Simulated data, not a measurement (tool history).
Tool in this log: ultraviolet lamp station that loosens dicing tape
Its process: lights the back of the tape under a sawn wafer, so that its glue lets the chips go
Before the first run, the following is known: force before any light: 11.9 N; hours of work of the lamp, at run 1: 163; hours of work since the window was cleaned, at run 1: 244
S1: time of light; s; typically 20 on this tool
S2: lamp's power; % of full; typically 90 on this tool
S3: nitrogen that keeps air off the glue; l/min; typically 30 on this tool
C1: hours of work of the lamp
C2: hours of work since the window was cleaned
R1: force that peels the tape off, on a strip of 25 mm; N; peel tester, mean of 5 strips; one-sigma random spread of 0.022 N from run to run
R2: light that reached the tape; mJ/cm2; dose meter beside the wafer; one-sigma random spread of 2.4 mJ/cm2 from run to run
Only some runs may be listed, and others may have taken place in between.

{"run": 1, "hour": 0.0, "S1": 20, "S2": 90, "S3": 30, "C1": 163, "C2": 244, "R1": 1.336, "R2": 235}
{"run": 2, "hour": 10.5, "S1": 20, "S2": 90, "S3": 30, "C1": 170, "C2": 252, "R1": 1.434, "R2": 233}
{"run": 3, "hour": 18.3, "S1": 20, "S2": 90, "S3": 28, "C1": 176, "C2": 257, "R1": 1.495, "R2": 233}
{"run": 4, "hour": 27.4, "S1": 20, "S2": 90, "S3": 28, "C1": 182, "C2": 264, "R1": 1.502, "R2": 229}
{"run": 5, "hour": 34.7, "S1": 20, "S2": 80, "S3": 30, "C1": 188, "C2": 269, "R1": 1.708, "R2": 204}
{"run": 6, "hour": 48.4, "S1": 12, "S2": 90, "S3": 30, "C1": 197, "C2": 279, "R1": 3.272, "R2": 141}
{"run": 7, "hour": 64.3, "S1": 20, "S2": 89, "S3": 30, "C1": 209, "C2": 290, "R1": 1.434, "R2": 225}
{"run": 8, "hour": 77.1, "S1": 20, "S2": 90, "S3": 30, "C1": 218, "C2": 299, "R1": 1.452, "R2": 224}
{"run": 9, "hour": 93.5, "S1": 20, "S2": 92, "S3": 30, "C1": 230, "C2": 311, "R1": 1.393, "R2": 226}
{"run": 10, "hour": 101.8, "S1": 20, "S2": 92, "S3": 30, "C1": 236, "C2": 317, "R1": 1.409, "R2": 227}
{"run": 11, "hour": 117.1, "S1": 20, "S2": 92, "S3": 30, "C1": 247, "C2": 328, "R1": 1.489, "R2": 230}
{"run": 12, "hour": 132.1, "S1": 20, "S2": 92, "S3": 30, "C1": 257, "C2": 339, "R1": 1.501, "R2": 228}
{"run": 13, "hour": 141.9, "S1": 20, "S2": 92, "S3": 10, "C1": 264, "C2": 346, "R1": 3.043, "R2": 227}
{"run": 14, "hour": 150.8, "S1": 20, "S2": 90, "S3": 30, "C1": 271, "C2": 352, "R1": 1.548, "R2": 224}
{"run": 15, "hour": 162.2, "S1": 24, "S2": 90, "S3": 30, "C1": 279, "C2": 360, "R1": 1.112, "R2": 263}
{"run": 16, "hour": 179.2, "S1": 27, "S2": 63, "S3": 19, "C1": 291, "C2": 373, "R1": 2.419, "R2": 207}
{"run": 17, "hour": 191.6, "S1": 20, "S2": 72, "S3": 10, "C1": 300, "C2": 381, "R1": 4.172, "R2": 176}
{"run": 18, "hour": 207.5, "S1": 22, "S2": 62, "S3": 10, "C1": 311, "C2": 393, "R1": 4.468, "R2": 166}
{"run": 19, "hour": 220.0, "S1": 22, "S2": 62, "S3": 10, "C1": 320, "C2": 402, "R1": 4.246, "R2": 162}
{"run": 20, "hour": 231.5, "S1": 22, "S2": 80, "S3": 13, "C1": 328, "C2": 410, "R1": 2.915, "R2": 209}
{"run": 21, "hour": 248.3, "S1": 22, "S2": 80, "S3": 9, "C1": 340, "C2": 422, "R1": 3.411, "R2": 206}

Run 22 is up next; what results do you expect?
{"run": 22, "hour": 260.2, "S1": 22, "S2": 81, "S3": 51, "C1": 349, "C2": 431, "R1": "?", "R2": "?"}

{"run 22": {"R1": 1.212, "R2": 208}}
On a tool with no hidden condition, and with the same random variation, this run would have come out at R1 0.750 N, R2 261 mJ/cm2.
